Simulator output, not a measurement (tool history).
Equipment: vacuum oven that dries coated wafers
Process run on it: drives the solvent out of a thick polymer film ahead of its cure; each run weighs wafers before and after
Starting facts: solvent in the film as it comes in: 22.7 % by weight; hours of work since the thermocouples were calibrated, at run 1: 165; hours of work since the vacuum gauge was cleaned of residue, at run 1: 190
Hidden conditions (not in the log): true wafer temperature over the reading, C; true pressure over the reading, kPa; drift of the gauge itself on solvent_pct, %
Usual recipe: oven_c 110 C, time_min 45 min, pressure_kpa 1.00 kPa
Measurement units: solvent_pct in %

run   hour  oven_c  time_min  pressure_kpa  hours of work since the thermocouples were calibrated  hours of work since the vacuum gauge was cleaned of residue  solvent_pct
  1    0.0     110        45          1.00                                                    165                                                          190         1.55
  2   11.3     110        34          1.00                                                    170                                                          195         2.66
  3   17.7     110        45          1.00                                                    172                                                          198         1.63
  4   22.8     110        45          1.00                                                    175                                                          200         1.51
  5   28.6     110        45          1.00                                                    177                                                          202         1.51
  6   39.6     110        45          1.00                                                    181                                                          207         1.63
  7   48.6     110        45          1.00                                                    185                                                          210         1.62
  8   53.6     110        45          1.00                                                    187                                                          212         1.66
  9   63.5     110        45          1.00                                                    191                                                          216         1.55
 10   75.0     110        45          1.00                                                    196                                                          221         1.66
 11   87.3     110        33          1.00                                                    201                                                          226         2.68
 12   93.2     110        33          1.00                                                    203                                                          229         2.67
 13  103.0     123        79          2.66                                                    207                                                          233         1.08
 14  112.2     115        33          2.97                                                    211                                                          236         2.76
 15  118.2     110        45          0.90                                                    214                                                          239         1.60
 16  128.9     118        53          0.51                                                    218                                                          243         0.45
 17  139.2     113        45          0.60                                                    222                                                          248         0.93
 18  151.4     106        80          1.00                                                    227                                                          253         0.97
 19  162.0     105        64          1.23                                                    232                                                          257         1.55
 20  169.6     110        45          1.97                                                    235                                                          260         2.13
 21  179.4     121        45          1.97                                                    239                                                          264         0.99
 22  186.2     121        45          1.97                                                    242                                                          267         0.92
 23  191.6     121        45          1.97                                                    244                                                          269         1.14
 24  198.9     120        45          1.00                                                    247                                                          272         0.66

Some steps in solvent_pct between neighbouring runs. How much of each would the tool show without its hidden state too (settings, what came in, random variation), and how much is left for the hidden state, with any gauge scatter that isn't in both results?
Run 12 -> 13: oven_c 110 -> 123, time_min 33 -> 79, pressure_kpa 1.00 -> 2.66. solvent_pct -1.59 %: hidden state -0.09, all else -1.50.
Run 13 -> 14: oven_c 123 -> 115, time_min 79 -> 33, pressure_kpa 2.66 -> 2.97. solvent_pct +1.68 %: hidden state +0.07, all else +1.61.
